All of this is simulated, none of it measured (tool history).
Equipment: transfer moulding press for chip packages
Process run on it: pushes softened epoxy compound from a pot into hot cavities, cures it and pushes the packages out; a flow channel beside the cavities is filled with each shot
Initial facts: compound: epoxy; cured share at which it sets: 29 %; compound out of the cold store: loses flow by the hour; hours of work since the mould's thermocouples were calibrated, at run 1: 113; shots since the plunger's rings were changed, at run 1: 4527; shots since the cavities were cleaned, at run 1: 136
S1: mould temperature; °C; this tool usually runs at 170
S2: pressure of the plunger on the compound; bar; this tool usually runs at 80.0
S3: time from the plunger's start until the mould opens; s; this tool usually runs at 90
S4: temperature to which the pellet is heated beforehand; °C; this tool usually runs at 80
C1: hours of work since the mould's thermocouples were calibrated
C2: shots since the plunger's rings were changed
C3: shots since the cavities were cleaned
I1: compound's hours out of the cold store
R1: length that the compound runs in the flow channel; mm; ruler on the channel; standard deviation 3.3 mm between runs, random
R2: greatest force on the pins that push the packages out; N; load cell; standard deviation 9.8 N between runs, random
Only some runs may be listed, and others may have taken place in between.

{"run": 1, "hour": 0.0, "S1": 170, "S2": 80.0, "S3": 90, "S4": 80, "C1": 113, "C2": 4527, "C3": 136, "I1": 11.3, "R1": 749, "R2": 503}
{"run": 2, "hour": 10.6, "S1": 170, "S2": 80.0, "S3": 90, "S4": 80, "C1": 119, "C2": 4640, "C3": 249, "I1": 16.5, "R1": 722, "R2": 564}
{"run": 3, "hour": 19.4, "S1": 170, "S2": 80.0, "S3": 90, "S4": 80, "C1": 124, "C2": 4735, "C3": 344, "I1": 19.7, "R1": 711, "R2": 589}
{"hour": 25.9, "done": "plunger's sealing rings changed"}
{"run": 4, "hour": 34.8, "S1": 170, "S2": 80.0, "S3": 90, "S4": 80, "C1": 131, "C2": 94, "C3": 481, "I1": 11.8, "R1": 802, "R2": 628}
{"run": 5, "hour": 40.8, "S1": 170, "S2": 80.0, "S3": 90, "S4": 80, "C1": 134, "C2": 159, "C3": 546, "I1": 31.5, "R1": 710, "R2": 648}
{"run": 6, "hour": 47.8, "S1": 170, "S2": 80.0, "S3": 90, "S4": 80, "C1": 138, "C2": 234, "C3": 621, "I1": 12.1, "R1": 799, "R2": 672}
{"hour": 50.6, "done": "cavities cleaned with cleaning compound and waxed"}
{"run": 7, "hour": 55.7, "S1": 170, "S2": 80.0, "S3": 90, "S4": 80, "C1": 142, "C2": 303, "C3": 55, "I1": 44.9, "R1": 655, "R2": 466}
{"run": 8, "hour": 69.5, "S1": 170, "S2": 80.0, "S3": 90, "S4": 80, "C1": 150, "C2": 451, "C3": 203, "I1": 27.1, "R1": 731, "R2": 535}
{"run": 9, "hour": 83.6, "S1": 170, "S2": 80.0, "S3": 90, "S4": 82, "C1": 158, "C2": 602, "C3": 354, "I1": 24.2, "R1": 742, "R2": 600}
{"run": 10, "hour": 94.3, "S1": 172, "S2": 60.8, "S3": 92, "S4": 80, "C1": 164, "C2": 717, "C3": 469, "I1": 15.3, "R1": 673, "R2": 618}
{"run": 11, "hour": 103.7, "S1": 170, "S2": 80.0, "S3": 90, "S4": 73, "C1": 169, "C2": 817, "C3": 569, "I1": 25.5, "R1": 731, "R2": 652}
{"hour": 111.9, "done": "cavities cleaned with cleaning compound and waxed"}
{"run": 12, "hour": 119.7, "S1": 170, "S2": 69.9, "S3": 90, "S4": 73, "C1": 177, "C2": 973, "C3": 84, "I1": 26.4, "R1": 677, "R2": 493}
{"run": 13, "hour": 132.9, "S1": 177, "S2": 87.5, "S3": 73, "S4": 88, "C1": 185, "C2": 1115, "C3": 226, "I1": 8.3, "R1": 830, "R2": 556}
{"run": 14, "hour": 139.6, "S1": 177, "S2": 87.5, "S3": 73, "S4": 88, "C1": 188, "C2": 1187, "C3": 298, "I1": 22.5, "R1": 757, "R2": 578}
{"run": 15, "hour": 149.6, "S1": 170, "S2": 78.4, "S3": 128, "S4": 89, "C1": 194, "C2": 1294, "C3": 405, "I1": 17.1, "R1": 755, "R2": 534}

Branching from run 15: 4 alternative next runs. What would each branch give?
{"run": "A", "hour": 160.5, "S1": 170, "S2": 93.6, "S3": 90, "S4": 80, "C1": 200, "C2": 1410, "C3": 521, "I1": 37.7, "R1": "?", "R2": "?"}
{"run": "B", "hour": 160.5, "S1": 168, "S2": 99.0, "S3": 128, "S4": 80, "C1": 200, "C2": 1410, "C3": 521, "I1": 16.3, "R1": "?", "R2": "?"}
{"run": "C", "hour": 160.5, "S1": 170, "S2": 80.0, "S3": 108, "S4": 80, "C1": 200, "C2": 1410, "C3": 521, "I1": 40.0, "R1": "?", "R2": "?"}
{"run": "D", "hour": 160.5, "S1": 170, "S2": 80.6, "S3": 95, "S4": 89, "C1": 200, "C2": 1410, "C3": 521, "I1": 32.8, "R1": "?", "R2": "?"}

run=A R1=732 R2=624
run=B R1=857 R2=584
run=C R1=657 R2=611
run=D R1=694 R2=590
The same runs, with their run-to-run variation unchanged, on a tool lacking any hidden condition would have given:
run=A R1=747 R2=425
run=B R1=875 R2=402
run=C R1=671 R2=420
run=D R1=709 R2=402
